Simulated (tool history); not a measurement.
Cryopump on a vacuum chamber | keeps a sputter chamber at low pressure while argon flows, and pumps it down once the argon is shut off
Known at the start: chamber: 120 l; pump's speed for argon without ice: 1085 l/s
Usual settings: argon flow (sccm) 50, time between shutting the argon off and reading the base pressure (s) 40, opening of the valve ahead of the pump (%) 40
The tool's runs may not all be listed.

| run | hour | argon flow (sccm) | time between shutting the argon off and reading the base pressure (s) | opening of the valve ahead of the pump (%) | pressure while argon flows (Pa) | pressure after the wait (uPa) |
|---|---|---|---|---|---|---|
| 1 | 0 | 50 | 40 | 40 | 0.1989 | 4.07 |
| 2 | 14 | 50 | 40 | 40 | 0.1983 | 4.05 |
| 3 | 33.1 | 50 | 40 | 40 | 0.1986 | 4.04 |
| 4 | 45.9 | 50 | 40 | 40 | 0.1986 | 4.01 |
| 5 | 64.1 | 50 | 40 | 40 | 0.1989 | 4.03 |
| 6 | 79.9 | 50 | 40 | 40 | 0.1985 | 4.11 |
| 7 | 89.6 | 50 | 40 | 40 | 0.1994 | 4.07 |
| 8 | 107 | 50 | 40 | 40 | 0.2001 | 4.09 |
| 9 | 124 | 50 | 40 | 40 | 0.1991 | 4.05 |
| 10 | 139.7 | 50 | 46 | 40 | 0.2007 | 3.7 |
| 11 | 156.5 | 50 | 46 | 40 | 0.2007 | 3.71 |
| 12 | 175.5 | 26 | 40 | 40 | 0.1051 | 4.21 |
| 13 | 184.5 | 26 | 40 | 40 | 0.1049 | 4.27 |
| 14 | 198.4 | 26 | 40 | 40 | 0.1044 | 4.24 |
| 15 | 208.2 | 50 | 72 | 40 | 0.2003 | 2.74 |
| 16 | 226.6 | 50 | 72 | 40 | 0.2011 | 2.77 |
| 17 | 241.3 | 31 | 72 | 40 | 0.1252 | 2.78 |
| 18 | 254.8 | 31 | 72 | 40 | 0.1253 | 2.73 |
| 19 | 273.3 | 31 | 72 | 40 | 0.1253 | 2.76 |
| 20 | 284.6 | 31 | 72 | 40 | 0.1262 | 2.79 |
| 21 | 294.5 | 31 | 150 | 20 | 0.2477 | 1.82 |
| 22 | 308.5 | 31 | 150 | 20 | 0.2468 | 1.84 |
| 23 | 326.6 | 28 | 31 | 23 | 0.1945 | 5.13 |
| 24 | 340.1 | 23 | 120 | 32 | 0.1158 | 2.17 |
| 25 | 358.3 | 23 | 120 | 32 | 0.1162 | 2.1 |
| 26 | 374.3 | 23 | 120 | 32 | 0.1162 | 2.15 |
| 27 | 384.5 | 23 | 120 | 32 | 0.1162 | 2.18 |
| 28 | 398.3 | 23 | 120 | 32 | 0.1171 | 2.15 |
| 29 | 416.1 | 23 | 120 | 32 | 0.116 | 2.29 |
| 30 | 434.2 | 50 | 103 | 45 | 0.1852 | 2.41 |
| 31 | 450.9 | 20 | 33 | 43 | 0.078 | 5.16 |
| 32 | 462.7 | 44 | 40 | 18 | 0.3921 | 4.36 |
| 33 | 472.6 | 50 | 40 | 55 | 0.1524 | 4.51 |
| 34 | 485.7 | 50 | 40 | 55 | 0.1549 | 4.44 |
| 35 | 500.5 | 50 | 98 | 40 | 0.2079 | 2.43 |

Hidden state or all else? Some run-to-run changes of pressure while argon flows (Pa), split into what the settings, what came in and random variation would give without the hidden state, and what is left for the hidden state (with any gauge scatter that isn't in both results):
The hidden state here: pump's speed, % of a pump's without ice; cold plate's temperature, K; leak into the chamber, uPa l/s; drift of the gauge itself on working_pa, %; drift of the gauge itself on base_upa, %.
Run 20 -> 21: time between shutting the argon off and reading the base pressure (s) 72 -> 150, opening of the valve ahead of the pump (%) 40 -> 20. pressure while argon flows (Pa) +0.1215: hidden state +0.0001, all else +0.1214.
Run 29 -> 30: argon flow (sccm) 23 -> 50, time between shutting the argon off and reading the base pressure (s) 120 -> 103, opening of the valve ahead of the pump (%) 32 -> 45. pressure while argon flows (Pa) +0.0692: hidden state +0.0063, all else +0.0629.
Run 30 -> 31: argon flow (sccm) 50 -> 20, time between shutting the argon off and reading the base pressure (s) 103 -> 33, opening of the valve ahead of the pump (%) 45 -> 43. pressure while argon flows (Pa) -0.1072: hidden state -0.0066, all else -0.1006.
Run 31 -> 32: argon flow (sccm) 20 -> 44, time between shutting the argon off and reading the base pressure (s) 33 -> 40, opening of the valve ahead of the pump (%) 43 -> 18. pressure while argon flows (Pa) +0.3141: hidden state +0.0057, all else +0.3084.
Run 32 -> 33: argon flow (sccm) 44 -> 50, opening of the valve ahead of the pump (%) 18 -> 55. pressure while argon flows (Pa) -0.2397: hidden state +0.0015, all else -0.2412.
